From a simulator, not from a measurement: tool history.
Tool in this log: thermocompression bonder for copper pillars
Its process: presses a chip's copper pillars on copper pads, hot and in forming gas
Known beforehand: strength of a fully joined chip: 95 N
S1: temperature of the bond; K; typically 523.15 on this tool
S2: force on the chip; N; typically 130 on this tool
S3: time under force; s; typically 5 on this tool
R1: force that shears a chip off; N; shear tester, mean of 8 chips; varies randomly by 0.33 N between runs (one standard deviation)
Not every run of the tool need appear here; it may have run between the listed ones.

run,day,S1,S2,S3,R1
1,0.000,523.15,130,5,48.1
2,2.942,523.15,137,5,50.0
3,5.371,523.15,137,5,50.1
4,9.079,523.15,171,5,57.6
# day 11.400: forming gas filter changed
5,13.283,523.15,171,5,62.6
6,16.892,523.15,171,5,61.7
7,19.679,523.15,171,5,61.0
8,21.504,523.15,130,5,49.4
9,24.642,523.15,130,5,48.8
# day 28.142: forming gas filter changed
10,28.150,523.15,148,5,59.0
11,31.017,523.15,148,5,58.2
12,32.783,523.15,148,5,58.0
13,35.617,523.15,148,5,56.4
14,38.162,535.15,148,5,63.9
15,41.258,535.15,148,5,64.2
16,43.242,523.15,102,5,41.7
# day 44.742: forming gas filter changed
17,45.283,523.15,130,4,50.8
# day 46.946: heater calibrated with a thermocouple chip
18,48.792,547.15,78,7,47.7
19,52.271,547.15,78,7,47.2
# day 52.596: force cell calibrated
20,55.608,523.15,101,12,50.5
21,58.046,523.15,101,12,49.8
# day 61.462: forming gas filter changed
22,61.504,510.15,123,14,55.7
23,64.558,510.15,123,14,54.9
24,67.312,537.15,79,11,51.0
# day 69.088: force cell calibrated, once more
25,70.596,523.15,130,7,52.0
26,72.933,512.15,153,7,49.9
27,74.721,507.15,156,10,53.2
28,77.571,527.15,96,4,33.2
# day 78.158: forming gas filter changed
29,80.904,526.15,96,5,39.5
30,82.629,526.15,96,5,39.0
31,86.504,529.15,140,5,54.8
32,89.946,496.15,189,5,43.6
33,93.571,523.15,117,9,52.3

How would selected steps in R1 from run to run divide? Give the signed amount a tool lacking its hidden state would still show from settings, what came in and random variation, and the signed amount left for the hidden state, including any gauge scatter that is not in both of the compared results.
Unlogged tool condition in this case: true temperature of the bond over the reading, C; force that reaches the chip, % of what is set; oxide that the forming gas leaves, % of the face; drift of the gauge itself on shear_n, %.
Run 4 -> 5: forming gas filter changed. R1 +5.0 N: hidden state +4.8, all else +0.2.
Run 15 -> 16: S1 535.15 -> 523.15, S2 148 -> 102. R1 -22.5 N: hidden state +0.7, all else -23.2.
Run 16 -> 17: S2 102 -> 130, S3 5 -> 4, forming gas filter changed. R1 +9.1 N: hidden state +4.3, all else +4.8.
Run 17 -> 18: S1 523.15 -> 547.15, S2 130 -> 78, S3 4 -> 7, heater calibrated with a thermocouple chip. R1 -3.1 N: hidden state -7.9, all else +4.8.
Run 27 -> 28: S1 507.15 -> 527.15, S2 156 -> 96, S3 10 -> 4. R1 -20.0 N: hidden state +0.6, all else -20.6.
Run 30 -> 31: S1 526.15 -> 529.15, S2 96 -> 140. R1 +15.8 N: hidden state -0.7, all else +16.5.
